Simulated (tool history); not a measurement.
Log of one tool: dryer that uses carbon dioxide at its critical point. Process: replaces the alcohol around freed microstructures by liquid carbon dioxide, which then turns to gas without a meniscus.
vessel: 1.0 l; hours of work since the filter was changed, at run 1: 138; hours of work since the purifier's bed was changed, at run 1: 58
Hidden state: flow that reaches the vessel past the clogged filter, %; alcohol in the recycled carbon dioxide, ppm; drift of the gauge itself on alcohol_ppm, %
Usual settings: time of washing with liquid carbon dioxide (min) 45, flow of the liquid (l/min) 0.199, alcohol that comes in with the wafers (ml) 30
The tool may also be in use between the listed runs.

run  hour  time of washing with liquid carbon dioxide (min)  flow of the liquid (l/min)  alcohol that comes in with the wafers (ml)  hours of work since the filter was changed  hours of work since the purifier's bed was changed  alcohol left in the vessel before it's heated (ppm by volume)
  1     0                                                45                       0.199                                          30                                         138                                                  58                                                             42
  2   5.8                                                45                       0.199                                          30                                         141                                                  61                                                             31
  3    10                                                45                       0.127                                          30                                         143                                                  63                                                            234
  4  16.3                                                38                       0.199                                          30                                         146                                                  66                                                             64
  5  25.6                                                38                       0.199                                          30                                         151                                                  71                                                             68
  6  29.7                                                38                       0.199                                          80                                         153                                                  73                                                            144
  7  37.6                                                45                       0.199                                          44                                         157                                                  76                                                             34
  8  42.7                                                45                       0.199                                          44                                         159                                                  79                                                             43
  9  46.9                                                45                       0.199                                          44                                         161                                                  81                                                             51
 10  51.2                                                45                        0.22                                          30                                         163                                                  83                                                             29
 11  58.2                                                45                       0.199                                          30                                         167                                                  86                                                             41
 12  65.1                                                45                       0.199                                          30                                         170                                                  90                                                             35

The next listed run, before its measurement:
 13  70.9                                                32                       0.176                                          30                                         173                                                  93                                                              ?

alcohol left in the vessel before it's heated (ppm by volume): 263
Without the tool's hidden state the same run would have given alcohol left in the vessel before it's heated (ppm by volume) 201.
